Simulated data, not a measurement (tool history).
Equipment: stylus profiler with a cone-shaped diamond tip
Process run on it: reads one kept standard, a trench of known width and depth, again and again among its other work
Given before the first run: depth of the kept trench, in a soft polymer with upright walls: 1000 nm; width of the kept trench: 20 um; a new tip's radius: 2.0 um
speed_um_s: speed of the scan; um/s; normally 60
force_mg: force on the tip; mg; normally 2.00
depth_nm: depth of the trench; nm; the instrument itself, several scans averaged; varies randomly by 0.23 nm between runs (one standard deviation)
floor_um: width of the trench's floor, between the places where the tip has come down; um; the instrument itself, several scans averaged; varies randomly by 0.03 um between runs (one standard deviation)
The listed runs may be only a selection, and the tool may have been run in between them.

{"run": 1, "hour": 0.0, "speed_um_s": 60, "force_mg": 2.0, "depth_nm": 1008.97, "floor_um": 16.41}
{"run": 2, "hour": 22.4, "speed_um_s": 60, "force_mg": 3.62, "depth_nm": 1012.13, "floor_um": 16.41}
{"run": 3, "hour": 50.9, "speed_um_s": 153, "force_mg": 3.62, "depth_nm": 1012.85, "floor_um": 16.26}
{"run": 4, "hour": 74.5, "speed_um_s": 60, "force_mg": 0.72, "depth_nm": 1004.58, "floor_um": 16.32}
{"run": 5, "hour": 107.3, "speed_um_s": 190, "force_mg": 2.0, "depth_nm": 1008.51, "floor_um": 16.13}
{"run": 6, "hour": 139.1, "speed_um_s": 190, "force_mg": 2.0, "depth_nm": 1008.71, "floor_um": 16.08}
{"run": 7, "hour": 155.2, "speed_um_s": 60, "force_mg": 2.0, "depth_nm": 1008.6, "floor_um": 16.43}
{"run": 8, "hour": 192.5, "speed_um_s": 60, "force_mg": 2.0, "depth_nm": 1008.88, "floor_um": 16.38}
{"run": 9, "hour": 225.5, "speed_um_s": 60, "force_mg": 2.0, "depth_nm": 1008.58, "floor_um": 16.39}
{"run": 10, "hour": 241.9, "speed_um_s": 60, "force_mg": 2.0, "depth_nm": 1008.38, "floor_um": 16.38}
{"run": 11, "hour": 270.9, "speed_um_s": 60, "force_mg": 2.0, "depth_nm": 1008.18, "floor_um": 16.36}
{"run": 12, "hour": 299.6, "speed_um_s": 216, "force_mg": 2.0, "depth_nm": 1008.55, "floor_um": 16.05}
{"run": 13, "hour": 336.7, "speed_um_s": 216, "force_mg": 2.0, "depth_nm": 1008.87, "floor_um": 16.04}
{"run": 14, "hour": 369.9, "speed_um_s": 216, "force_mg": 2.0, "depth_nm": 1008.09, "floor_um": 16.01}
{"run": 15, "hour": 404.2, "speed_um_s": 60, "force_mg": 1.56, "depth_nm": 1007.33, "floor_um": 16.39}
{"run": 16, "hour": 422.6, "speed_um_s": 60, "force_mg": 1.56, "depth_nm": 1006.91, "floor_um": 16.39}
{"run": 17, "hour": 446.3, "speed_um_s": 213, "force_mg": 2.0, "depth_nm": 1008.49, "floor_um": 16.06}
{"run": 18, "hour": 474.4, "speed_um_s": 213, "force_mg": 2.0, "depth_nm": 1008.99, "floor_um": 16.02}
{"run": 19, "hour": 509.5, "speed_um_s": 213, "force_mg": 2.0, "depth_nm": 1008.69, "floor_um": 16.03}
{"run": 20, "hour": 530.5, "speed_um_s": 213, "force_mg": 2.0, "depth_nm": 1008.53, "floor_um": 16.07}
{"run": 21, "hour": 552.7, "speed_um_s": 213, "force_mg": 2.0, "depth_nm": 1008.68, "floor_um": 16.05}
{"run": 22, "hour": 587.3, "speed_um_s": 60, "force_mg": 2.0, "depth_nm": 1008.65, "floor_um": 16.48}
{"run": 23, "hour": 611.8, "speed_um_s": 107, "force_mg": 2.0, "depth_nm": 1008.64, "floor_um": 16.21}
{"run": 24, "hour": 636.7, "speed_um_s": 168, "force_mg": 1.04, "depth_nm": 1005.57, "floor_um": 15.95}
{"run": 25, "hour": 671.8, "speed_um_s": 168, "force_mg": 1.04, "depth_nm": 1005.69, "floor_um": 16.08}
{"run": 26, "hour": 704.2, "speed_um_s": 44, "force_mg": 1.08, "depth_nm": 1005.59, "floor_um": 16.37}
{"run": 27, "hour": 722.3, "speed_um_s": 44, "force_mg": 1.08, "depth_nm": 1005.87, "floor_um": 16.35}
{"run": 28, "hour": 742.8, "speed_um_s": 16, "force_mg": 4.39, "depth_nm": 1014.76, "floor_um": 16.5}
{"run": 29, "hour": 777.4, "speed_um_s": 23, "force_mg": 1.76, "depth_nm": 1007.6, "floor_um": 16.47}
{"run": 30, "hour": 813.4, "speed_um_s": 74, "force_mg": 1.72, "depth_nm": 1007.28, "floor_um": 16.35}
{"run": 31, "hour": 841.6, "speed_um_s": 74, "force_mg": 1.72, "depth_nm": 1007.72, "floor_um": 16.38}
{"run": 32, "hour": 877.8, "speed_um_s": 74, "force_mg": 1.72, "depth_nm": 1007.73, "floor_um": 16.29}
{"run": 33, "hour": 910.4, "speed_um_s": 74, "force_mg": 1.72, "depth_nm": 1007.92, "floor_um": 16.28}
{"run": 34, "hour": 943.2, "speed_um_s": 153, "force_mg": 1.72, "depth_nm": 1008.17, "floor_um": 16.13}
{"run": 35, "hour": 979.2, "speed_um_s": 65, "force_mg": 3.97, "depth_nm": 1013.59, "floor_um": 16.4}
{"run": 36, "hour": 1011.6, "speed_um_s": 65, "force_mg": 3.97, "depth_nm": 1013.34, "floor_um": 16.38}
{"run": 37, "hour": 1035.8, "speed_um_s": 65, "force_mg": 3.97, "depth_nm": 1013.64, "floor_um": 16.41}
{"run": 38, "hour": 1057.4, "speed_um_s": 175, "force_mg": 0.68, "depth_nm": 1004.38, "floor_um": 15.86}
{"run": 39, "hour": 1088.4, "speed_um_s": 175, "force_mg": 0.68, "depth_nm": 1004.53, "floor_um": 15.87}
{"run": 40, "hour": 1125.7, "speed_um_s": 79, "force_mg": 3.3, "depth_nm": 1011.93, "floor_um": 16.4}
{"run": 41, "hour": 1144.1, "speed_um_s": 45, "force_mg": 0.86, "depth_nm": 1004.94, "floor_um": 16.36}
{"run": 42, "hour": 1171.8, "speed_um_s": 153, "force_mg": 0.68, "depth_nm": 1004.52, "floor_um": 15.87}
{"run": 43, "hour": 1208.3, "speed_um_s": 22, "force_mg": 1.97, "depth_nm": 1008.55, "floor_um": 16.42}
{"run": 44, "hour": 1245.9, "speed_um_s": 22, "force_mg": 1.97, "depth_nm": 1008.86, "floor_um": 16.5}
{"run": 45, "hour": 1284.5, "speed_um_s": 20, "force_mg": 5.03, "depth_nm": 1015.46, "floor_um": 16.52}

Forecast each of these 5 alternatives for the next run:
{"run": "A", "hour": 1314.7, "speed_um_s": 207, "force_mg": 2.89, "depth_nm": "?", "floor_um": "?"}
{"run": "B", "hour": 1314.7, "speed_um_s": 193, "force_mg": 2.2, "depth_nm": "?", "floor_um": "?"}
{"run": "C", "hour": 1314.7, "speed_um_s": 144, "force_mg": 2.0, "depth_nm": "?", "floor_um": "?"}
{"run": "D", "hour": 1314.7, "speed_um_s": 104, "force_mg": 1.02, "depth_nm": "?", "floor_um": "?"}
{"run": "E", "hour": 1314.7, "speed_um_s": 28, "force_mg": 0.71, "depth_nm": "?", "floor_um": "?"}

run=A depth_nm=1010.94 floor_um=16.08
run=B depth_nm=1008.90 floor_um=16.11
run=C depth_nm=1008.41 floor_um=16.21
run=D depth_nm=1005.52 floor_um=16.21
run=E depth_nm=1004.56 floor_um=16.39
Without the tool's unlogged condition, the same runs would have read:
run=A depth_nm=1010.93 floor_um=16.10
run=B depth_nm=1008.89 floor_um=16.14
run=C depth_nm=1008.40 floor_um=16.24
run=D depth_nm=1005.51 floor_um=16.23
run=E depth_nm=1004.55 floor_um=16.41
